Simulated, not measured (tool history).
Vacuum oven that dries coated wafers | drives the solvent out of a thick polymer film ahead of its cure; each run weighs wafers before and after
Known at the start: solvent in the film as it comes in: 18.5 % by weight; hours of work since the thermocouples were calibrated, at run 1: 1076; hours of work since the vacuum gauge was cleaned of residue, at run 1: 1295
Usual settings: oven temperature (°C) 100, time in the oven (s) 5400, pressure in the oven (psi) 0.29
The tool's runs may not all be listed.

| run | hour | oven temperature (°C) | time in the oven (s) | pressure in the oven (psi) | hours of work since the thermocouples were calibrated | hours of work since the vacuum gauge was cleaned of residue | solvent left in the film (%) |
|---|---|---|---|---|---|---|---|
| 1 | 0 | 100 | 5400 | 0.29 | 1076 | 1295 | 5 |
| 2 | 67.9 | 100 | 9420 | 0.29 | 1116 | 1335 | 3.54 |
| 3 | 134.7 | 100 | 7680 | 0.29 | 1156 | 1375 | 4.07 |
| 4 | 247.5 | 100 | 7680 | 0.29 | 1223 | 1442 | 4.04 |
| 5 | 298.6 | 100 | 7680 | 0.29 | 1254 | 1473 | 3.94 |
| 6 | 357.9 | 100 | 5400 | 0.29 | 1289 | 1508 | 5.35 |
| 7 | 421.5 | 100 | 5400 | 0.29 | 1327 | 1546 | 5.32 |
| 8 | 482.3 | 105 | 5400 | 0.29 | 1363 | 1582 | 3.97 |
| 9 | 589.3 | 105 | 5400 | 0.29 | 1427 | 1646 | 3.96 |
| 10 | 681.6 | 91 | 5400 | 0.29 | 1482 | 1701 | 8.46 |
| 11 | 780.1 | 100 | 5400 | 0.29 | 1541 | 1760 | 5.54 |
| 12 | 832.6 | 100 | 5400 | 0.154 | 1572 | 1791 | 4.65 |
|  | 895.9 | oven's thermocouples calibrated |
| 13 | 927.4 | 87 | 5400 | 0.29 | 19 | 1847 | 9.14 |
| 14 | 1004.4 | 87 | 5400 | 0.29 | 65 | 1893 | 9.14 |
| 15 | 1113 | 87 | 5400 | 0.29 | 129 | 1957 | 9.36 |
| 16 | 1182.3 | 104 | 5400 | 0.29 | 171 | 1999 | 3.85 |
| 17 | 1248 | 100 | 5400 | 0.225 | 210 | 2038 | 4.52 |
| 18 | 1316.9 | 100 | 8460 | 0.29 | 251 | 2079 | 3.61 |
| 19 | 1373.7 | 100 | 8460 | 0.29 | 285 | 2113 | 3.68 |
| 20 | 1488.2 | 100 | 8460 | 0.29 | 353 | 2181 | 3.68 |
| 21 | 1537.3 | 100 | 8460 | 0.29 | 382 | 2210 | 3.78 |
| 22 | 1609.1 | 100 | 8460 | 0.29 | 425 | 2253 | 3.87 |
| 23 | 1697.3 | 100 | 5400 | 0.29 | 478 | 2306 | 5.07 |
| 24 | 1796.3 | 100 | 5400 | 0.29 | 537 | 2365 | 5.24 |
| 25 | 1898.2 | 100 | 5400 | 0.29 | 598 | 2425 | 5.29 |
| 26 | 1967.1 | 100 | 5400 | 0.29 | 639 | 2466 | 5.2 |
| 27 | 2049.5 | 100 | 5400 | 0.29 | 688 | 2516 | 5.4 |
|  | 2057.4 | vacuum gauge cleaned of residue and calibrated |
| 28 | 2160 | 93 | 5400 | 0.167 | 753 | 61 | 7.33 |
| 29 | 2273.4 | 98 | 6720 | 0.336 | 820 | 129 | 6.17 |
| 30 | 2333.4 | 98 | 3000 | 0.35 | 856 | 164 | 9.41 |
| 31 | 2444.4 | 103 | 3000 | 0.837 | 922 | 231 | 10.49 |
|  | 2468.9 | vacuum gauge cleaned of residue and calibrated, once more |
| 32 | 2498.9 | 100 | 2820 | 0.769 | 954 | 18 | 10.26 |
| 33 | 2614.3 | 99 | 3780 | 0.49 | 1023 | 87 | 7.79 |
| 34 | 2681 | 99 | 3780 | 0.49 | 1062 | 126 | 7.87 |
| 35 | 2731 | 99 | 3780 | 0.49 | 1092 | 156 | 7.86 |
| 36 | 2835.4 | 89 | 5700 | 0.49 | 1154 | 218 | 9.84 |
| 37 | 2939.8 | 89 | 3240 | 0.216 | 1217 | 281 | 10.11 |
| 38 | 3012.4 | 88 | 6180 | 0.334 | 1260 | 324 | 8.82 |
| 39 | 3085.2 | 110 | 9720 | 0.29 | 1303 | 367 | 1.92 |
| 40 | 3192.8 | 110 | 9720 | 0.29 | 1368 | 432 | 1.84 |
| 41 | 3281.3 | 100 | 3900 | 0.267 | 1420 | 484 | 6.12 |
| 42 | 3336 | 89 | 7380 | 0.658 | 1453 | 517 | 10.9 |
| 43 | 3401.7 | 100 | 5520 | 0.292 | 1492 | 556 | 5.02 |
| 44 | 3509.1 | 100 | 4440 | 0.637 | 1556 | 620 | 8.27 |
| 45 | 3587.5 | 100 | 6420 | 0.637 | 1603 | 667 | 6.93 |
|  | 3596 | oven's thermocouples calibrated |
| 46 | 3670.3 | 95 | 6420 | 0.637 | 44 | 715 | 8.06 |

Hidden state at the last listed run before each entry between runs and at the first one after, where it differs:
Between runs 12 and 13: oven's thermocouples calibrated (hour 895.9)
  true wafer temperature over the reading, C: -2.09 -> 0.2; true pressure over the reading, kPa: 0.588 -> 0.608
  measured less the result without the state, solvent left in the film (%): +1.16 -> +0.65
Between runs 27 and 28: vacuum gauge cleaned of residue and calibrated (hour 2057.4)
  true wafer temperature over the reading, C: -0.83 -> -0.94; true pressure over the reading, kPa: 0.845 -> 1.321
  measured less the result without the state, solvent left in the film (%): +1.05 -> +1.77
Between runs 31 and 32: vacuum gauge cleaned of residue and calibrated, once more (hour 2468.9)
  true wafer temperature over the reading, C: -1.21 -> -1.26; true pressure over the reading, kPa: 1.381 -> 0.01
  measured less the result without the state, solvent left in the film (%): +1.49 -> +0.45
Between runs 45 and 46: oven's thermocouples calibrated (hour 3596)
  true wafer temperature over the reading, C: -2.32 -> -0.15; true pressure over the reading, kPa: 0.239 -> 0.255
  measured less the result without the state, solvent left in the film (%): +0.98 -> +0.34
